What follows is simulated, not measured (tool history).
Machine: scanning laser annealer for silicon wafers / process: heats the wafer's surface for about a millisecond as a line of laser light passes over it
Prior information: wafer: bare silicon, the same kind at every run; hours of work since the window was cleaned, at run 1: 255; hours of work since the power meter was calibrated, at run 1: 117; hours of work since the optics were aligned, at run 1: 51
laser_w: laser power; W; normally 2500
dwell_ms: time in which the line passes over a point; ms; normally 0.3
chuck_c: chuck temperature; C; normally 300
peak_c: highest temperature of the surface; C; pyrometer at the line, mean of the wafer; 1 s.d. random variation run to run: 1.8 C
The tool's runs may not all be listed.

| run | hour | laser_w | dwell_ms | chuck_c | hours of work since the window was cleaned | hours of work since the power meter was calibrated | hours of work since the optics were aligned | peak_c |
|---|---|---|---|---|---|---|---|---|
| 1 | 0 | 2500 | 0.3 | 300 | 255 | 117 | 51 | 1018 |
| 2 | 29.7 | 2589 | 0.3 | 300 | 268 | 129 | 63 | 1049 |
| 3 | 46.6 | 2500 | 0.3 | 300 | 275 | 136 | 70 | 1018 |
| 4 | 78.4 | 2500 | 0.3 | 300 | 288 | 149 | 83 | 1019 |
| 5 | 99.8 | 2500 | 0.3 | 300 | 297 | 158 | 92 | 1015 |
| 6 | 129.5 | 2500 | 0.286 | 264 | 309 | 171 | 105 | 963 |

Predict the results of run 7:
| 7 | 155.6 | 2500 | 0.226 | 276 | 320 | 182 | 116 | ? |

{"run 7": {"peak_c": 892}}
If the tool had no hidden condition, the same run with the same run-to-run variation would have returned peak_c 894 C.

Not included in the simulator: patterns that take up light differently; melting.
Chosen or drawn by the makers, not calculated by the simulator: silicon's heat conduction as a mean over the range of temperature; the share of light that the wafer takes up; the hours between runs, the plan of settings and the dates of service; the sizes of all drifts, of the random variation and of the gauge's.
